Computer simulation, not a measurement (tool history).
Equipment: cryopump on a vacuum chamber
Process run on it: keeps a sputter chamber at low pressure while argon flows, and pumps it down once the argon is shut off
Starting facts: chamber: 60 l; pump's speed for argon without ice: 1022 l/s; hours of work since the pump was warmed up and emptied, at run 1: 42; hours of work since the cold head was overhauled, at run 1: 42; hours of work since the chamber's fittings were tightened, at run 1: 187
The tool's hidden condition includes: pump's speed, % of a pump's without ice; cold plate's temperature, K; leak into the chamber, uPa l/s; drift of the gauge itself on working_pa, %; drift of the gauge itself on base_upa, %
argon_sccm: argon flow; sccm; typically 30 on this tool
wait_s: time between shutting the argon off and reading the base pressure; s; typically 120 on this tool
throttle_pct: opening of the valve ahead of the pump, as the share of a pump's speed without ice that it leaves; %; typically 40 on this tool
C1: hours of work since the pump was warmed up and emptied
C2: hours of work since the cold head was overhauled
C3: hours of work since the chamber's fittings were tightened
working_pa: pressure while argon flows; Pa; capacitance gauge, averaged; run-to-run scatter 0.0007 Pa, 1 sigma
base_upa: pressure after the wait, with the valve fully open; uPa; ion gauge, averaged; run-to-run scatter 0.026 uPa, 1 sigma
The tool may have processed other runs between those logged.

run 1 day=0.000 | argon_sccm=30 wait_s=120 throttle_pct=40 | C1=42 C2=42 C3=187 | working_pa=0.1248 base_upa=1.23
run 2 day=0.350 | argon_sccm=30 wait_s=120 throttle_pct=55 | C1=48 C2=48 C3=193 | working_pa=0.0909 base_upa=1.24
run 3 day=0.908 | argon_sccm=30 wait_s=120 throttle_pct=58 | C1=56 C2=56 C3=202 | working_pa=0.0858 base_upa=1.23
run 4 day=1.221 | argon_sccm=30 wait_s=120 throttle_pct=58 | C1=61 C2=61 C3=206 | working_pa=0.0867 base_upa=1.24
run 5 day=1.683 | argon_sccm=30 wait_s=120 throttle_pct=58 | C1=69 C2=69 C3=214 | working_pa=0.0865 base_upa=1.27
run 6 day=1.971 | argon_sccm=30 wait_s=120 throttle_pct=58 | C1=73 C2=73 C3=218 | working_pa=0.0856 base_upa=1.27
run 7 day=2.283 | argon_sccm=30 wait_s=120 throttle_pct=58 | C1=78 C2=78 C3=223 | working_pa=0.0862 base_upa=1.27
run 8 day=2.612 | argon_sccm=30 wait_s=45 throttle_pct=58 | C1=83 C2=83 C3=228 | working_pa=0.0868 base_upa=2.68
run 9 day=3.050 | argon_sccm=30 wait_s=58 throttle_pct=40 | C1=90 C2=90 C3=235 | working_pa=0.1236 base_upa=2.19
run 10 day=3.412 | argon_sccm=30 wait_s=58 throttle_pct=40 | C1=96 C2=96 C3=241 | working_pa=0.1252 base_upa=2.16
run 11 day=3.988 | argon_sccm=23 wait_s=120 throttle_pct=48 | C1=105 C2=105 C3=250 | working_pa=0.0801 base_upa=1.26
run 12 day=4.600 | argon_sccm=23 wait_s=120 throttle_pct=48 | C1=114 C2=114 C3=259 | working_pa=0.0802 base_upa=1.33
run 13 day=5.250 | argon_sccm=27 wait_s=120 throttle_pct=16 | C1=124 C2=124 C3=269 | working_pa=0.2793 base_upa=1.33
run 14 day=5.646 | argon_sccm=59 wait_s=67 throttle_pct=58 | C1=131 C2=131 C3=276 | working_pa=0.1714 base_upa=1.96
run 15 day=5.992 | argon_sccm=29 wait_s=33 throttle_pct=45 | C1=136 C2=136 C3=281 | working_pa=0.1082 base_upa=3.56
run 16 day=6.521 | argon_sccm=13 wait_s=35 throttle_pct=18 | C1=144 C2=144 C3=289 | working_pa=0.1203 base_upa=3.34
run 17 day=6.967 | argon_sccm=13 wait_s=101 throttle_pct=42 | C1=151 C2=151 C3=296 | working_pa=0.0519 base_upa=1.46

Forecast each of these 5 alternatives for the next run:
run A day=7.542 | argon_sccm=42 wait_s=42 throttle_pct=42 | C1=160 C2=160 C3=305 | working_pa=? base_upa=?
run B day=7.542 | argon_sccm=15 wait_s=101 throttle_pct=42 | C1=160 C2=160 C3=305 | working_pa=? base_upa=?
run C day=7.542 | argon_sccm=24 wait_s=31 throttle_pct=40 | C1=160 C2=160 C3=305 | working_pa=? base_upa=?
run D day=7.542 | argon_sccm=27 wait_s=72 throttle_pct=17 | C1=160 C2=160 C3=305 | working_pa=? base_upa=?
run E day=7.542 | argon_sccm=36 wait_s=151 throttle_pct=26 | C1=160 C2=160 C3=305 | working_pa=? base_upa=?

run=A working_pa=0.1680 base_upa=2.89
run=B working_pa=0.0601 base_upa=1.50
run=C working_pa=0.1009 base_upa=3.65
run=D working_pa=0.2636 base_upa=1.90
run=E working_pa=0.2303 base_upa=1.16
With the hidden condition removed and each run's random variation left untouched, the same runs would have given:
run=A working_pa=0.1658 base_upa=2.72
run=B working_pa=0.0593 base_upa=1.32
run=C working_pa=0.0997 base_upa=3.48
run=D working_pa=0.2622 base_upa=1.73
run=E working_pa=0.2285 base_upa=0.99
